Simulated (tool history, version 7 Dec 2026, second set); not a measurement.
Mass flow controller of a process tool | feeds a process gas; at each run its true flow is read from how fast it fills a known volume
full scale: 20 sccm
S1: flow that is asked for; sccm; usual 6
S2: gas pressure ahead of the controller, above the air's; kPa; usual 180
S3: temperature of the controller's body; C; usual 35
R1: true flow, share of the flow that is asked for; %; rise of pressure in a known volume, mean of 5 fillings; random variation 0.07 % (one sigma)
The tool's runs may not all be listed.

{"run": 1, "hour": 0.0, "S1": 6, "S2": 180, "S3": 35, "R1": 99.25}
{"run": 2, "hour": 227.6, "S1": 6, "S2": 180, "S3": 28, "R1": 99.44}
{"run": 3, "hour": 357.1, "S1": 6, "S2": 180, "S3": 35, "R1": 99.0}
{"run": 4, "hour": 453.6, "S1": 6, "S2": 180, "S3": 35, "R1": 99.02}
{"run": 5, "hour": 619.4, "S1": 6, "S2": 180, "S3": 35, "R1": 98.82}
{"run": 6, "hour": 740.2, "S1": 6, "S2": 180, "S3": 35, "R1": 98.74}
{"run": 7, "hour": 886.3, "S1": 6, "S2": 180, "S3": 35, "R1": 98.75}
{"run": 8, "hour": 1041.3, "S1": 6, "S2": 180, "S3": 35, "R1": 98.49}
{"run": 9, "hour": 1264.5, "S1": 6, "S2": 180, "S3": 27, "R1": 98.91}
{"run": 10, "hour": 1427.1, "S1": 8, "S2": 272, "S3": 29, "R1": 98.06}
{"run": 11, "hour": 1566.1, "S1": 8, "S2": 272, "S3": 29, "R1": 98.12}
{"run": 12, "hour": 1745.0, "S1": 8, "S2": 272, "S3": 29, "R1": 98.0}
{"run": 13, "hour": 1885.1, "S1": 8, "S2": 174, "S3": 22, "R1": 98.83}
{"run": 14, "hour": 2028.6, "S1": 8, "S2": 174, "S3": 22, "R1": 98.76}
{"run": 15, "hour": 2209.3, "S1": 8, "S2": 174, "S3": 22, "R1": 98.52}
{"run": 16, "hour": 2418.1, "S1": 7, "S2": 239, "S3": 26, "R1": 97.73}
{"run": 17, "hour": 2576.6, "S1": 14, "S2": 157, "S3": 26, "R1": 98.56}
{"run": 18, "hour": 2675.1, "S1": 14, "S2": 234, "S3": 24, "R1": 98.19}

Forecast each of these 5 alternatives for the next run:
{"run": "A", "hour": 2880.3, "S1": 3, "S2": 166, "S3": 36, "R1": "?"}
{"run": "B", "hour": 2880.3, "S1": 14, "S2": 234, "S3": 34, "R1": "?"}
{"run": "C", "hour": 2880.3, "S1": 5, "S2": 190, "S3": 24, "R1": "?"}
{"run": "D", "hour": 2880.3, "S1": 14, "S2": 168, "S3": 24, "R1": "?"}
{"run": "E", "hour": 2880.3, "S1": 10, "S2": 180, "S3": 22, "R1": "?"}

run=A R1=97.52
run=B R1=97.63
run=C R1=97.83
run=D R1=98.38
run=E R1=98.26
Without the tool's hidden state the same runs would have given:
run=A R1=99.15
run=B R1=99.27
run=C R1=99.47
run=D R1=100.03
run=E R1=99.90
